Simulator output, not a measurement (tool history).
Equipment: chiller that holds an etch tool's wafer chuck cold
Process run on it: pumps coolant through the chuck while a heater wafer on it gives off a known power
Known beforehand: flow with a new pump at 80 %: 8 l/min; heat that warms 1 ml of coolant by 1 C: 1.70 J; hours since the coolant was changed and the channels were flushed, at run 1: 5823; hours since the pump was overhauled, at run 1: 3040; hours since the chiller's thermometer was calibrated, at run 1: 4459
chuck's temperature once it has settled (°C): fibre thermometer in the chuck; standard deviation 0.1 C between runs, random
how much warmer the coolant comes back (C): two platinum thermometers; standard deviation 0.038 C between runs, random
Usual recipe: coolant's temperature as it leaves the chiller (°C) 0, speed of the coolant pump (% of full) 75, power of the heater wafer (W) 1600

run	day	coolant's temperature as it leaves the chiller (°C)	speed of the coolant pump (% of full)	power of the heater wafer (W)	hours since the coolant was changed and the channels were flushed	hours since the pump was overhauled	hours since the chiller's thermometer was calibrated	chuck's temperature once it has settled (°C)	how much warmer the coolant comes back (C)
1	0	0	75	1600	5823	3040	4459	15.4	7.59
2	3.458	0	75	1846	5906	3123	4542	18	8.74
3	7.45	0	93	1600	6002	3219	4637	13	6.1
4	10.146	0	93	1600	6067	3284	4702	12.8	6.12
# day 11.721: chiller's thermometer calibrated
5	14.229	0	75	1600	6164	3381	60	15.7	7.66
6	18.546	0	75	1600	6267	3484	164	15.6	7.65
7	23.071	0	75	1600	6376	3593	272	15.7	7.65
8	26.417	0	75	1600	6456	3673	353	15.6	7.65
9	28.354	0	75	1600	6503	3720	399	15.6	7.71
10	32.892	0	75	1600	6612	3829	508	15.6	7.83
11	35.95	0	75	1600	6685	3902	582	15.7	7.71
12	39.2	0	75	1998	6763	3980	660	19.7	9.64
13	42.092	0	75	1998	6833	4049	729	19.6	9.62
14	46.8	0	75	1998	6946	4162	842	19.7	9.71
15	50.383	0	85	1600	7032	4248	928	13.9	6.85
16	52.425	0	75	919	7081	4297	977	9	4.62
17	55.821	-1	97	1046	7162	4379	1058	6.9	4.06
18	59.833	-1	97	1046	7258	4475	1155	7.3	4.01
19	63.717	-1	97	1046	7351	4568	1248	7.1	4.08
20	67.833	-5	73	1600	7450	4667	1347	11.2	8.09
21	71.058	-3	72	1600	7528	4745	1424	13.3	8.15
22	73.475	6	75	812	7586	4803	1482	14	4.19
23	78.183	5	75	812	7699	4916	1595	12.9	4.2
24	80.429	-6	75	964	7753	4969	1649	3.4	4.85
25	84.154	0	63	973	7842	5059	1738	11.1	5.8
26	88.933	0	63	973	7957	5174	1853	11.3	5.83
27	92.417	0	63	973	8040	5257	1937	11	5.89
28	95.129	-9	82	1192	8105	5322	2002	1.7	5.55
# day 97.392: coolant changed, channels flushed
29	97.788	-5	82	2098	10	5380	2060	13.9	9.42
30	100.142	-10	70	1115	66	5437	2116	1.7	6.07
31	103.496	-10	70	1115	147	5517	2197	1.6	6.07
# day 106.4: gauge calibrated
32	107.612	-10	70	1115	245	5616	2295	1.8	5.62

Results per run with the tool's hidden condition removed, run-to-run variation unchanged:
Unlogged tool condition in this case: heat passed by the chuck's channels, % of clean ones'; flow at a given pump speed, % of a new pump's; coolant's true temperature over the reading, C; drift of the gauge itself on chuck_c, C; drift of the gauge itself on warmer_back_c, C.
run	how much warmer the coolant comes back (C)
1	7.58
2	8.72
3	6.06
4	6.07
5	7.59
6	7.57
7	7.55
8	7.54
9	7.59
10	7.69
11	7.56
12	9.47
13	9.45
14	9.51
15	6.64
16	4.4
17	3.83
18	3.76
19	3.81
20	7.8
21	7.85
22	3.89
23	3.88
24	4.52
25	5.45
26	5.46
27	5.51
28	5.16
29	9.01
30	5.66
31	5.64
32	5.61
For chuck's temperature once it has settled (°C), the value without the hidden state is never more than 0.1 from the measured value.
